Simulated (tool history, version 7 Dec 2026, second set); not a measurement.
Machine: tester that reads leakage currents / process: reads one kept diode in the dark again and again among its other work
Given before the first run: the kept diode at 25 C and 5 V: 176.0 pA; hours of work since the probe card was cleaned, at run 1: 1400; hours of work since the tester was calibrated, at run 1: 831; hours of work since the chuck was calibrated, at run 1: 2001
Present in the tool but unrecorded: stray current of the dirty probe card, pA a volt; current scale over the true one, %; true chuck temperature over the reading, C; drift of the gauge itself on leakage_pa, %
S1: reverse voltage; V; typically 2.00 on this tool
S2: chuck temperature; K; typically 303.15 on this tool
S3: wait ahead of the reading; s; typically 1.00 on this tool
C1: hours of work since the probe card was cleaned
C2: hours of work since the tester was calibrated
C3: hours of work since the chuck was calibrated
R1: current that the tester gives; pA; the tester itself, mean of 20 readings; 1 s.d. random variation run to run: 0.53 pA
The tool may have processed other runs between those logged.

Run 1, day 0.000: usual settings; C1 1400; C2 831; C3 2001. Result: R1 167.63 pA.
Run 2, day 9.792: usual settings; C1 1509; C2 941; C3 2111. Result: R1 168.53 pA.
At day 13.717: chuck's temperature calibrated.
At day 14.408: probe card cleaned and baked.
Run 3, day 22.004: usual settings; C1 85; C2 1075; C3 91. Result: R1 174.40 pA.
Run 4, day 34.388: usual settings but S1 4.10 V; C1 224; C2 1214; C3 230. Result: R1 231.81 pA.
Run 5, day 42.688: usual settings but S1 4.35 V; C1 316; C2 1307; C3 323. Result: R1 236.69 pA.
Run 6, day 49.938: usual settings but S1 4.35 V; C1 398; C2 1388; C3 404. Result: R1 236.78 pA.
Run 7, day 57.525: usual settings; C1 482; C2 1473; C3 489. Result: R1 172.83 pA.
Run 8, day 67.846: usual settings; C1 598; C2 1588; C3 604. Result: R1 172.76 pA.
Run 9, day 75.271: usual settings; C1 681; C2 1671; C3 687. Result: R1 172.03 pA.
Run 10, day 81.842: usual settings; C1 755; C2 1745; C3 761. Result: R1 172.72 pA.
Run 11, day 91.846: usual settings but S1 14.96 V; C1 866; C2 1857; C3 873. Result: R1 387.21 pA.
Run 12, day 100.121: usual settings but S1 15.18 V, S2 298.15 K, S3 7.53 s; C1 959; C2 1949; C3 965. Result: R1 273.37 pA.
Run 13, day 108.175: usual settings but S1 16.61 V, S2 315.15 K, S3 1.44 s; C1 1049; C2 2039; C3 1056. Result: R1 902.14 pA.
Run 14, day 116.946: usual settings but S1 16.61 V, S2 300.15 K, S3 5.66 s; C1 1147; C2 2138; C3 1154. Result: R1 324.36 pA.
Run 15, day 129.142: usual settings but S2 296.15 K, S3 0.36 s; C1 1284; C2 2274; C3 1290. Result: R1 104.49 pA.
Run 16, day 138.038: usual settings but S2 330.15 K, S3 0.55 s; C1 1383; C2 2374; C3 1390. Result: R1 975.20 pA.
Run 17, day 143.642: usual settings but S2 330.15 K, S3 0.55 s; C1 1446; C2 2436; C3 1452. Result: R1 978.36 pA.
At day 154.054: probe card cleaned and baked.
Run 18, day 155.946: usual settings but S1 9.22 V, S3 0.73 s; C1 21; C2 2573; C3 1589. Result: R1 312.01 pA.
Run 19, day 162.654: usual settings but S1 9.22 V, S3 0.73 s; C1 96; C2 2648; C3 1664. Result: R1 310.68 pA.
Run 20, day 170.721: usual settings but S3 1.54 s; C1 187; C2 2738; C3 1754. Result: R1 167.51 pA.
Run 21, day 178.042: usual settings but S2 332.15 K; C1 268; C2 2820; C3 1836. Result: R1 1088.24 pA.
Run 22, day 183.642: usual settings but S1 9.01 V, S2 332.15 K, S3 0.49 s; C1 331; C2 2883; C3 1899. Result: R1 1988.55 pA.

Alternative continuations, all from the tool just after run 22; predict every row:
Run A, day 191.042: usual settings but S1 12.89 V, S2 333.15 K, S3 2.33 s; C1 414; C2 2965; C3 1981. Result: R1 ?.
Run B, day 191.042: usual settings but S1 1.18 V, S2 319.15 K, S3 6.76 s; C1 414; C2 2965; C3 1981. Result: R1 ?.
Run C, day 191.042: usual settings but S1 2.59 V, S2 332.15 K, S3 2.14 s; C1 414; C2 2965; C3 1981. Result: R1 ?.
Run D, day 191.042: usual settings but S1 6.03 V, S3 4.33 s; C1 414; C2 2965; C3 1981. Result: R1 ?.

run       R1
  A  2419.85
  B   397.96
  C  1208.21
  D   259.40
Take away the tool's hidden state, keep each run's random variation, and the runs would have read:
run       R1
  A  2522.45
  B   416.26
  C  1260.44
  D   271.37
